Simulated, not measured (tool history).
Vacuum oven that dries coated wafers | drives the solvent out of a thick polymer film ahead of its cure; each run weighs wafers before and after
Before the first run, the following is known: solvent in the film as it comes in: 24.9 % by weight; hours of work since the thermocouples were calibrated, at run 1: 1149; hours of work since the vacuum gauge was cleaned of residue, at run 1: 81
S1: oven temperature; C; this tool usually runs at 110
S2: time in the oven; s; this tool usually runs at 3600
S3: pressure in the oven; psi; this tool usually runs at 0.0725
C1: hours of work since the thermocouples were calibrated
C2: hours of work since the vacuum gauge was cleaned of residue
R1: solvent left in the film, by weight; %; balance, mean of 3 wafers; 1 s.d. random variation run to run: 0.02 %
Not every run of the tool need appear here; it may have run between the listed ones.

run,day,S1,S2,S3,C1,C2,R1
1,0.000,110,3600,0.0725,1149,81,1.10
2,2.350,110,3600,0.0725,1175,107,1.13
3,3.533,110,3600,0.1271,1188,120,1.31
4,5.829,110,3600,0.1271,1213,145,1.32
5,8.267,110,3600,0.1271,1240,172,1.32
6,9.733,110,3240,0.0725,1257,188,1.43
7,11.042,110,3240,0.0725,1271,203,1.43
8,13.058,110,3240,0.1086,1293,225,1.57
9,14.275,110,3240,0.1086,1307,238,1.54
10,16.238,110,3600,0.0725,1328,260,1.11
11,18.462,110,3600,0.0725,1353,284,1.12
12,19.767,110,3600,0.0725,1367,299,1.11
13,22.212,108,3600,0.0685,1394,326,1.46
# day 22.475: oven's thermocouples calibrated
14,23.796,108,3600,0.0685,15,342,1.77
15,26.362,116,4500,0.1507,43,371,0.56
16,27.404,116,4500,0.1507,54,382,0.58
17,29.775,111,3600,0.0650,81,408,1.13
18,30.975,111,3720,0.0831,94,421,1.12
19,32.967,111,3720,0.0831,116,443,1.09
20,35.146,110,4920,0.0553,140,467,0.58
21,36.500,110,4920,0.0553,155,482,0.61
22,38.317,117,3900,0.0489,175,502,0.35
23,40.104,117,3900,0.0489,194,522,0.32

Below are 5 alternative next runs, each starting from the tool's condition after run 23. Predict each:
A,41.508,117,3900,0.0509,210,538,?
B,41.508,116,3600,0.0725,210,538,?
C,41.508,109,3600,0.0725,210,538,?
D,41.508,108,4260,0.0532,210,538,?
E,41.508,99,4920,0.0367,210,538,?

run,R1
A,0.33
B,0.57
C,1.51
D,1.14
E,2.71
Had the tool no hidden state, the same runs would have come out as:
run,R1
A,0.30
B,0.55
C,1.50
D,1.11
E,2.70
